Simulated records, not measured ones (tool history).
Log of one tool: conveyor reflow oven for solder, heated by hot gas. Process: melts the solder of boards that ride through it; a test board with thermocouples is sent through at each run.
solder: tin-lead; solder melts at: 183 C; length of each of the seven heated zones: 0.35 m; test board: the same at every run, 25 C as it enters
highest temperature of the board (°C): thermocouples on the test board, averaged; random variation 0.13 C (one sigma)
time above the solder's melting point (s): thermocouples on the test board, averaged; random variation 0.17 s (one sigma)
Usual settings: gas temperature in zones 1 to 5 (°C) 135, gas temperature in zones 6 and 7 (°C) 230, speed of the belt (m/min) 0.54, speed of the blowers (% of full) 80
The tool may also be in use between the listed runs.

run,hour,gas temperature in zones 1 to 5 (°C),gas temperature in zones 6 and 7 (°C),speed of the belt (m/min),speed of the blowers (% of full),highest temperature of the board (°C),time above the solder's melting point (s)
1,0,135,230,0.54,80,218.4,59.9
2,47,135,230,0.54,80,218.1,60
3,89,135,230,0.54,80,218,60.1
4,113.3,135,230,0.54,80,218.1,59.9
5,145.7,135,230,0.54,80,217.9,59.7
6,186.3,135,230,0.54,80,218,59.6
7,227.1,135,230,0.595,80,215.2,51.4
8,255.6,135,230,0.468,80,221.1,72.9
9,305.8,135,230,0.509,80,219.2,64.9
10,358.2,135,230,0.509,80,219.1,64.8
11,401.7,135,230,0.509,80,218.9,64.6
12,429.4,135,230,0.54,80,217.2,59.6
13,473,135,230,0.54,80,217.3,59.5
14,495,135,230,0.54,80,217.2,59.5
15,536.9,135,230,0.54,80,217.2,59.2
16,571.2,148,237,0.493,59,223.8,75.4
17,617.7,148,237,0.493,59,223.6,75
18,643.4,142,234,0.615,56,211.4,47.8
19,681.4,135,230,0.54,53,208.8,49.5
20,721.6,135,230,0.54,53,208.9,49.4
21,762,135,230,0.57,69,211,49.7
22,815.8,135,230,0.57,69,215.3,54
23,848.8,135,227,0.468,80,219.4,72.8
24,873.1,135,227,0.468,80,219.9,73
25,901.3,135,227,0.468,80,219.5,72.8
26,930.1,135,227,0.468,80,219.7,72.3
27,955.8,135,227,0.518,83,217.6,63.4
28,1001.2,150,241,0.54,80,230.8,73.9
29,1025.1,135,218,0.505,80,209.4,58.5
30,1047.4,135,218,0.505,80,209.4,58

Taken out of this log: 2 entries between the listed runs. Where each belongs, and how the hidden state differs across it:
Between runs 18 and 19: flux residue cleaned out of gas plates and filters (hour 667.9)
  heat that the gas passes to the board, % of a clean oven's: 90.8 -> 84; belt's true speed, % of the reading: 97.52 -> 97.49; true gas temperature in zones 6 and 7 over the reading, C: 1.09 -> 1.12
  measured less the result without the state, highest temperature of the board (°C): -0.2 -> -1.4; time above the solder's melting point (s): +0.8 -> -0.8
Between runs 21 and 22: flux residue cleaned out of gas plates and filters, once more (hour 770.3)
  heat that the gas passes to the board, % of a clean oven's: 83 -> 98.9; belt's true speed, % of the reading: 97.39 -> 97.33; true gas temperature in zones 6 and 7 over the reading, C: 1.22 -> 1.27
  measured less the result without the state, highest temperature of the board (°C): -2.3 -> +1.8; time above the solder's melting point (s): -1.5 -> +3
